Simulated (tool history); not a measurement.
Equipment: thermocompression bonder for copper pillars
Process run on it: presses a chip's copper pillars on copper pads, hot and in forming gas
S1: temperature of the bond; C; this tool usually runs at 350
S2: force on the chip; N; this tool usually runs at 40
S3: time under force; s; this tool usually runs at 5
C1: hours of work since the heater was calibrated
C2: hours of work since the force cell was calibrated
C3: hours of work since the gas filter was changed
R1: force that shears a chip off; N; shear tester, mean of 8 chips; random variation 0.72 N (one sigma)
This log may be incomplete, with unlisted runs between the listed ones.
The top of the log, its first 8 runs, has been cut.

run,hour,S1,S2,S3,C1,C2,C3,R1
# hour 228: forming gas filter changed
9,236.5,350,40,4,691,558,4,49.5
10,260.8,374,40,4,702,568,15,61.9
11,291.5,350,40,5,715,582,28,55.1
12,316.6,350,40,5,727,593,39,53.2
13,353.8,350,40,5,743,609,56,53.1
14,384,350,40,5,756,623,69,52.1
15,404.2,350,35,5,765,632,78,47.8
# hour 431.5: heater calibrated with a thermocouple chip
16,432.7,374,47,6,1,643,90,70.8
17,453.5,332,28,5,10,653,99,31.5
18,472.8,354,56,5,18,661,107,61.9
19,492.8,342,40,5,27,670,116,45
20,512.8,342,40,5,36,679,125,44.9
# hour 546.2: forming gas filter changed
21,546.9,342,40,3,51,694,0,38.7
22,567.7,328,26,3,60,703,9,25.4
23,605.6,328,26,3,77,720,26,24.3
24,626.3,350,40,15,86,729,35,75.6
25,651.2,375,41,6,97,740,46,67.9
26,687.5,375,41,6,113,756,62,68
27,705.9,375,48,3,121,764,71,57.8
28,741.4,375,48,8,137,780,86,78
29,764.8,368,29,8,147,790,97,56.8
30,804.7,368,29,8,165,808,114,56.9

Consider 3 possible next runs. They are alternatives, not a sequence: every one starts from the tool as it was left by run 30. What does each give?
A,830,350,40,12,176,819,126,?
B,830,365,37,10,176,819,126,?
C,830,379,47,3,176,819,126,?

run,R1
A,67.1
B,66.8
C,56
What these runs would have given with no unlogged condition in the tool:
run,R1
A,71.7
B,71.4
C,59.7

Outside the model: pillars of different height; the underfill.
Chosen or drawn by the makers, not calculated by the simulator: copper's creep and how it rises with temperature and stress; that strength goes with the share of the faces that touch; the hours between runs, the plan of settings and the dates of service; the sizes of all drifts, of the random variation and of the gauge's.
